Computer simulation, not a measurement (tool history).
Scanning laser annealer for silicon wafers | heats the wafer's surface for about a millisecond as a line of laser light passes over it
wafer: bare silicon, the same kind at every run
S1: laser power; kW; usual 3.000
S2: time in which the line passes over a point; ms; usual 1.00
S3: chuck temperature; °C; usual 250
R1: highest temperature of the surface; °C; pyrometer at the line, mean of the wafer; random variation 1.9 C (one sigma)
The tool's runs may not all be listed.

run,hour,S1,S2,S3,R1
1,0.0,3.000,1.00,250,1086
2,20.8,3.000,1.00,250,1084
3,52.5,3.000,1.00,250,1084
4,79.1,3.000,1.00,250,1085
5,101.9,3.000,1.00,250,1084
6,125.1,3.000,1.00,250,1088
7,142.2,3.000,1.11,250,1130
8,169.6,3.000,1.21,250,1164
9,191.8,3.000,1.21,250,1164
10,219.2,3.000,1.00,230,1067
11,244.7,3.000,1.00,230,1067
12,269.3,3.000,1.00,281,1115
13,283.1,3.000,1.00,248,1084
# hour 298.8: window over the wafer cleaned
14,308.0,3.000,1.00,248,1083
15,329.6,3.000,1.00,248,1084
16,358.6,3.000,1.00,281,1115
17,385.6,3.000,1.00,281,1113
18,410.2,3.000,1.00,281,1117
19,433.5,3.000,1.00,281,1114
20,455.0,3.000,1.00,281,1115
21,473.8,3.216,0.86,256,1098
22,491.1,2.854,1.00,239,1031
23,519.5,2.854,1.00,273,1063
24,532.7,3.000,1.09,234,1104
25,549.8,3.145,1.14,259,1197
26,565.8,3.136,0.71,259,1005
27,583.9,3.200,0.74,259,1040
28,603.0,3.200,0.74,259,1037
29,631.7,3.000,1.03,252,1100
30,644.7,2.917,0.99,250,1055
31,674.3,2.917,0.99,250,1053
32,698.6,2.917,0.99,250,1057
33,720.0,2.723,0.81,250,927
34,736.2,2.618,0.89,234,916
35,764.1,2.618,0.89,234,917
36,777.9,2.618,0.89,234,915
37,794.9,3.034,0.74,234,968
38,815.3,3.034,0.74,234,971
39,835.3,2.897,0.72,234,921

Forecast each of these 5 alternatives for the next run:
A,849.4,3.000,0.95,245,?
B,849.4,2.897,0.95,277,?
C,849.4,2.901,0.72,234,?
D,849.4,2.702,0.71,250,?
E,849.4,3.219,1.18,283,?

run,R1
A,1064
B,1061
C,925
D,886
E,1258
Without the tool's hidden state the same runs would have given:
run,R1
A,1065
B,1061
C,926
D,887
E,1259

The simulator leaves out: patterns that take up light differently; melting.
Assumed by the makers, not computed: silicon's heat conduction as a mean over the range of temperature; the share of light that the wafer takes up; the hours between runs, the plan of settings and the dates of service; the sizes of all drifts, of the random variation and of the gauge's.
